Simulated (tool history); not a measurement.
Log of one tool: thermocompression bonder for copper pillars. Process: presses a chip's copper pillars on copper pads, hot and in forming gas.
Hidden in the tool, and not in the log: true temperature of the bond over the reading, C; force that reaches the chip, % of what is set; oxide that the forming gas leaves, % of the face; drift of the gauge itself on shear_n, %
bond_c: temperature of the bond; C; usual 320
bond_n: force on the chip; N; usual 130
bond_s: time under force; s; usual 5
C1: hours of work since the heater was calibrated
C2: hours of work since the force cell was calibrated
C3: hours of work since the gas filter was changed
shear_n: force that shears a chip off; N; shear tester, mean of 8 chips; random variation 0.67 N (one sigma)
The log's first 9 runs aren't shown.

{"run": 10, "hour": 281.6, "bond_c": 320, "bond_n": 128, "bond_s": 5, "C1": 708, "C2": 1081, "C3": 90, "shear_n": 59.1}
{"hour": 285.5, "done": "force cell calibrated"}
{"run": 11, "hour": 311.0, "bond_c": 320, "bond_n": 128, "bond_s": 5, "C1": 727, "C2": 17, "C3": 109, "shear_n": 57.3}
{"run": 12, "hour": 334.4, "bond_c": 320, "bond_n": 128, "bond_s": 5, "C1": 743, "C2": 33, "C3": 125, "shear_n": 58}
{"run": 13, "hour": 369.8, "bond_c": 320, "bond_n": 128, "bond_s": 5, "C1": 767, "C2": 57, "C3": 149, "shear_n": 57.8}
{"run": 14, "hour": 393.7, "bond_c": 320, "bond_n": 128, "bond_s": 5, "C1": 783, "C2": 74, "C3": 165, "shear_n": 56.8}
{"run": 15, "hour": 411.2, "bond_c": 320, "bond_n": 130, "bond_s": 4, "C1": 795, "C2": 86, "C3": 177, "shear_n": 53.5}
{"run": 16, "hour": 435.0, "bond_c": 320, "bond_n": 130, "bond_s": 12, "C1": 811, "C2": 102, "C3": 193, "shear_n": 76.8}
{"run": 17, "hour": 467.8, "bond_c": 320, "bond_n": 130, "bond_s": 12, "C1": 834, "C2": 124, "C3": 216, "shear_n": 76.5}
{"run": 18, "hour": 508.3, "bond_c": 320, "bond_n": 130, "bond_s": 12, "C1": 861, "C2": 152, "C3": 243, "shear_n": 75.9}
{"hour": 529.6, "done": "force cell calibrated, once more"}
{"run": 19, "hour": 534.5, "bond_c": 320, "bond_n": 130, "bond_s": 12, "C1": 878, "C2": 3, "C3": 260, "shear_n": 71.1}
{"run": 20, "hour": 564.3, "bond_c": 320, "bond_n": 130, "bond_s": 12, "C1": 898, "C2": 24, "C3": 281, "shear_n": 73}
{"run": 21, "hour": 600.7, "bond_c": 320, "bond_n": 130, "bond_s": 5, "C1": 923, "C2": 48, "C3": 305, "shear_n": 53.1}
{"run": 22, "hour": 638.7, "bond_c": 320, "bond_n": 130, "bond_s": 5, "C1": 949, "C2": 74, "C3": 331, "shear_n": 50.2}
{"hour": 664.5, "done": "forming gas filter changed"}
{"run": 23, "hour": 669.9, "bond_c": 306, "bond_n": 130, "bond_s": 5, "C1": 970, "C2": 95, "C3": 4, "shear_n": 45.6}
{"run": 24, "hour": 702.1, "bond_c": 335, "bond_n": 142, "bond_s": 15, "C1": 992, "C2": 117, "C3": 26, "shear_n": 99.7}
{"run": 25, "hour": 743.5, "bond_c": 335, "bond_n": 142, "bond_s": 6, "C1": 1020, "C2": 145, "C3": 54, "shear_n": 76.1}
{"run": 26, "hour": 780.7, "bond_c": 335, "bond_n": 142, "bond_s": 6, "C1": 1045, "C2": 171, "C3": 79, "shear_n": 75.9}
{"run": 27, "hour": 807.7, "bond_c": 335, "bond_n": 142, "bond_s": 6, "C1": 1064, "C2": 189, "C3": 98, "shear_n": 76.4}
{"run": 28, "hour": 836.7, "bond_c": 335, "bond_n": 142, "bond_s": 6, "C1": 1084, "C2": 209, "C3": 117, "shear_n": 74.1}
{"run": 29, "hour": 866.2, "bond_c": 314, "bond_n": 142, "bond_s": 6, "C1": 1104, "C2": 229, "C3": 137, "shear_n": 56.7}
{"run": 30, "hour": 890.1, "bond_c": 314, "bond_n": 142, "bond_s": 6, "C1": 1120, "C2": 245, "C3": 154, "shear_n": 55.3}
{"run": 31, "hour": 915.0, "bond_c": 323, "bond_n": 146, "bond_s": 3, "C1": 1137, "C2": 262, "C3": 171, "shear_n": 50}
{"run": 32, "hour": 950.9, "bond_c": 323, "bond_n": 146, "bond_s": 3, "C1": 1161, "C2": 287, "C3": 195, "shear_n": 49.4}

Forecast run 33:
{"run": 33, "hour": 978.7, "bond_c": 332, "bond_n": 152, "bond_s": 3, "C1": 1180, "C2": 306, "C3": 214, "shear_n": "?"}

shear_n: 57.1 N
Without the tool's hidden state the same run would have given shear_n 69.5 N.

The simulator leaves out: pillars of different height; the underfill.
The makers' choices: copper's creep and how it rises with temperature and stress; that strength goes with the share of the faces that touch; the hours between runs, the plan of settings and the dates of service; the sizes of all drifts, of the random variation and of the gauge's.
